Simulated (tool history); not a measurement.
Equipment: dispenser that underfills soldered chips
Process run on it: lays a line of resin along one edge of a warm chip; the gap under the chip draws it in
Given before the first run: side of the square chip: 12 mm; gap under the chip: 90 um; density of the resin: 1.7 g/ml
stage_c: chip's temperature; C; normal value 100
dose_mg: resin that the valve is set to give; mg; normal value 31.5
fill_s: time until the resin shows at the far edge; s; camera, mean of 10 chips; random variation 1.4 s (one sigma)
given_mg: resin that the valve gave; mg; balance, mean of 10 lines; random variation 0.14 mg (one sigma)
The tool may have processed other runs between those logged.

run   hour  stage_c  dose_mg  fill_s  given_mg
  1      0      100     31.5   165.4     31.05
       6.2  -- new syringe of resin
  2    6.5      100     31.5   138.5     31.03
  3   10.3      100     31.5   165.3     31.04
  4   15.3      100     31.5   214.1     31.31
      16.1  -- new syringe of resin
  5   19.4      100     31.5   161.8      30.7
  6   24.2      112     31.5   136.7     30.89
      26.5  -- new syringe of resin
  7   29.7      100     31.5   162.5     30.83
  8   35.3      100     31.5   212.1     30.51
      36.5  -- new syringe of resin
  9     39      100     31.5   155.5     30.62
 10   43.6      100     31.5   192.9     30.46
      46.4  -- new syringe of resin
 11     50      100     31.5   162.1     30.17
 12   53.9      100     31.5     197     30.48
      56.4  -- new syringe of resin
 13   59.3      100     31.5   160.2     30.22
 14   62.2      113     31.5   120.1      30.1
      66.5  -- new syringe of resin
 15     69      113     31.5   103.5     30.11
 16   72.1      113     31.5   118.2     30.05
      76.6  -- new syringe of resin
 17   78.4      103     31.5   137.9     29.57
 18   82.1      103     31.5   164.3     29.97
      86.8  -- new syringe of resin
 19   88.2      100     31.5     149     29.54
 20   92.8      102     31.5   172.3     29.65
        97  -- new syringe of resin
 21   97.2      102     27.7   138.5     26.02
 22  103.3      102     27.7   182.4     25.83
       107  -- new syringe of resin
 23  109.6      102     27.7   155.7     25.67
 24  114.4      100     40.6   193.2     37.94
     117.3  -- new syringe of resin
 25  120.8      101     33.6   163.4     31.07
 26  124.5       89     34.4     292     31.96
     127.3  -- new syringe of resin
 27  128.1       94       35   174.6     32.25
 28  133.1       94       35   224.3     32.22
     137.5  -- new syringe of resin
 29  139.3       94       35   183.3      32.1
 30  143.4       89     40.9   257.7     37.16
     147.6  -- new syringe of resin
 31  147.6      100     32.2   139.9     29.62
 32  151.2      104     34.6   136.7     31.49
 33  153.8       99       40   186.9     36.45
     157.6  -- new syringe of resin
 34  157.9       95     40.5     166     36.63
 35  163.6       95     40.5   214.8     36.82
 36  166.5       95     33.2   254.5     29.94
     167.9  -- new syringe of resin
 37  170.3       95     33.2   187.8      29.7

The same runs without the tool's hidden state, with the same run-to-run variation:
The tool's hidden condition here consists of: resin's viscosity, % of fresh resin's; dose that the valve gives, % of what is set; true chip temperature over the reading, C; drift of the gauge itself on fill_s, %; drift of the gauge itself on given_mg, %.
run  fill_s  given_mg
  1   138.1     31.31
  2     135     31.39
  3   134.8     31.46
  4   137.4     31.82
  5   136.2     31.27
  6      92     31.54
  7     137     31.58
  8   136.4     31.37
  9   136.3     31.54
 10   136.1     31.46
 11   136.2     31.27
 12   137.7     31.66
 13   136.5     31.48
 14    89.3     31.41
 15    91.5     31.53
 16    89.7     31.54
 17   123.6     31.14
 18   123.9     31.62
 19   137.7     31.29
 20   128.4     31.48
 21   131.4     27.71
 22   129.2     27.61
 23   132.8     27.55
 24   134.1      40.8
 25     132     33.55
 26     198     34.57
 27   163.8     34.96
 28   166.3     35.03
 29   164.4     35.03
 30   192.4     40.66
 31   137.3     32.48
 32   113.7     34.61
 33   138.2     40.12
 34   158.6     40.42
 35     157     40.74
 36   159.4     33.21
 37   160.8        33
